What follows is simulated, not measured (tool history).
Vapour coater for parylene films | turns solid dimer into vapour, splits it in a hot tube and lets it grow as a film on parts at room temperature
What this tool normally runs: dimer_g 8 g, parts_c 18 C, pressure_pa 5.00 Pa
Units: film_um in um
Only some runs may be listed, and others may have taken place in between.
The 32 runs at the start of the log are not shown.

run 33 hour=360.4 | dimer_g=3 parts_c=12 pressure_pa=11.19 | film_um=0.88
run 34 hour=376.0 | dimer_g=9 parts_c=18 pressure_pa=4.34 | film_um=2.47
run 35 hour=384.2 | dimer_g=9 parts_c=18 pressure_pa=4.34 | film_um=2.45
run 36 hour=396.6 | dimer_g=9 parts_c=27 pressure_pa=4.98 | film_um=1.80
run 37 hour=406.7 | dimer_g=5 parts_c=10 pressure_pa=4.98 | film_um=1.72
run 38 hour=421.9 | dimer_g=9 parts_c=10 pressure_pa=4.77 | film_um=3.08
run 39 hour=430.8 | dimer_g=7 parts_c=24 pressure_pa=4.77 | film_um=1.56
run 40 hour=440.7 | dimer_g=7 parts_c=24 pressure_pa=4.77 | film_um=1.54
run 41 hour=452.0 | dimer_g=7 parts_c=24 pressure_pa=4.77 | film_um=1.54
run 42 hour=465.8 | dimer_g=7 parts_c=24 pressure_pa=4.77 | film_um=1.48
run 43 hour=477.3 | dimer_g=8 parts_c=24 pressure_pa=8.96 | film_um=1.59
-- hour=489.2 trap's valve overhauled
run 44 hour=493.1 | dimer_g=8 parts_c=24 pressure_pa=8.96 | film_um=1.77
run 45 hour=500.2 | dimer_g=8 parts_c=24 pressure_pa=8.96 | film_um=1.76
run 46 hour=515.3 | dimer_g=8 parts_c=24 pressure_pa=8.96 | film_um=1.74
run 47 hour=524.5 | dimer_g=8 parts_c=24 pressure_pa=8.96 | film_um=1.72
run 48 hour=536.6 | dimer_g=8 parts_c=18 pressure_pa=2.23 | film_um=2.46

What if the next run were any one of these 3? Each begins from the tool's condition after run 48:
run A hour=544.1 | dimer_g=9 parts_c=25 pressure_pa=2.84 | film_um=?
run B hour=544.1 | dimer_g=8 parts_c=15 pressure_pa=2.23 | film_um=?
run C hour=544.1 | dimer_g=4 parts_c=24 pressure_pa=2.23 | film_um=?

run=A film_um=2.20
run=B film_um=2.74
run=C film_um=1.03
Had the tool no hidden state, the same runs would have come out as:
run=A film_um=2.27
run=B film_um=2.83
run=C film_um=1.07
